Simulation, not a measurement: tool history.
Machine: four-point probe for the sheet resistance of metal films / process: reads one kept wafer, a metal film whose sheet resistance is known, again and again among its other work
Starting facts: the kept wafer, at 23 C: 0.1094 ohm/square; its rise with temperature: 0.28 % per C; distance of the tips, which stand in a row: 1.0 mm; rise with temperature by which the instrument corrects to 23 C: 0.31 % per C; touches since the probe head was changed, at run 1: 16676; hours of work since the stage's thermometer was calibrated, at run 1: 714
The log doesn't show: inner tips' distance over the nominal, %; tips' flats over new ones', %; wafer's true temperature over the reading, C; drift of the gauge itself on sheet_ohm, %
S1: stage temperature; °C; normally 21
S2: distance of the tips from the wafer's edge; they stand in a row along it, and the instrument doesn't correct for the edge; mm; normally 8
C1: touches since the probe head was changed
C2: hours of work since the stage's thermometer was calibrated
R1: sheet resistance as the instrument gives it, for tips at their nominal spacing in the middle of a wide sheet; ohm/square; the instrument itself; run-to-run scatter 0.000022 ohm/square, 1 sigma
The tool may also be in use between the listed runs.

run 1 hour=0 | S1=21 S2=8 | C1=16676 C2=714 | R1=0.110304
run 2 hour=28.3 | S1=21 S2=8 | C1=17941 C2=731 | R1=0.110322
run 3 hour=61.3 | S1=21 S2=8 | C1=19421 C2=752 | R1=0.11036
run 4 hour=78 | S1=28 S2=8 | C1=20170 C2=762 | R1=0.110103
run 5 hour=103.1 | S1=28 S2=8 | C1=21292 C2=778 | R1=0.110119
run 6 hour=124.2 | S1=28 S2=8 | C1=22235 C2=791 | R1=0.110082
run 7 hour=159.1 | S1=24 S2=8 | C1=23799 C2=813 | R1=0.110239
run 8 hour=190.6 | S1=24 S2=8 | C1=25209 C2=832 | R1=0.110225
run 9 hour=225.8 | S1=24 S2=8 | C1=26784 C2=854 | R1=0.110236
run 10 hour=251.9 | S1=24 S2=8 | C1=27954 C2=870 | R1=0.110272
run 11 hour=267.1 | S1=21 S2=8 | C1=28636 C2=880 | R1=0.110388
run 12 hour=289.3 | S1=35 S2=9 | C1=29626 C2=894 | R1=0.109741
run 13 hour=314 | S1=21 S2=8 | C1=30736 C2=909 | R1=0.110364
run 14 hour=346.2 | S1=21 S2=8 | C1=32175 C2=929 | R1=0.110377

The next listed run, before its measurement:
run 15 hour=373.1 | S1=21 S2=5 | C1=33382 C2=946 | R1=?

Logged for run 15: R1 0.11179 ohm/square.
The same run, on a tool lacking any hidden state, would have yielded R1 0.111785 ohm/square.

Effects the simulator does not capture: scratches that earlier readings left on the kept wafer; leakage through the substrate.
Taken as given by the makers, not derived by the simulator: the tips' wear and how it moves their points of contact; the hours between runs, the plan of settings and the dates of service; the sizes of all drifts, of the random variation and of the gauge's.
